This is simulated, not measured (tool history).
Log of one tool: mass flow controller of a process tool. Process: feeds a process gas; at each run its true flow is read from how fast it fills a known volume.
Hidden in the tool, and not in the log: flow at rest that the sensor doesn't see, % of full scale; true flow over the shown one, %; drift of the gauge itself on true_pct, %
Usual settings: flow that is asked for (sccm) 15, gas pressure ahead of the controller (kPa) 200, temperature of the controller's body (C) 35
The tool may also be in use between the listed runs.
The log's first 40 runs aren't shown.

run      day  flow that is asked for (sccm)  gas pressure ahead of the controller (kPa)  temperature of the controller's body (C)  hours of work since the controller was set to zero  hours of work since the controller was changed  true flow (%)
 41  594.171                              7                                         154                                        35                                                 322                                             322           98.6
 42  611.033                              6                                         258                                        23                                                 460                                             460          98.92
 43  631.129                              5                                         258                                        23                                                 624                                             624          99.06
 44  640.612                              6                                         206                                        27                                                 702                                             702          98.85
 45  658.208                             15                                         141                                        20                                                 846                                             846           99.5
 46  678.846                             15                                         179                                        20                                                1014                                            1014          99.48
 47  699.188                             15                                         179                                        20                                                1180                                            1180          99.26
 48  709.717                             15                                         143                                        26                                                1266                                            1266          99.14

3 ways to go on from here, each from the tool as it stands after run 48. What would each give?
  A  724.175                             38                                         200                                        35                                                1384                                            1384              ?
  B  724.175                             22                                         263                                        35                                                1384                                            1384              ?
  C  724.175                             15                                         143                                        34                                                1384                                            1384              ?

run  true flow (%)
  A          98.69
  B          98.16
  C          98.61
Without the tool's hidden state the same runs would have given:
run  true flow (%)
  A          99.31
  B          98.78
  C          99.24
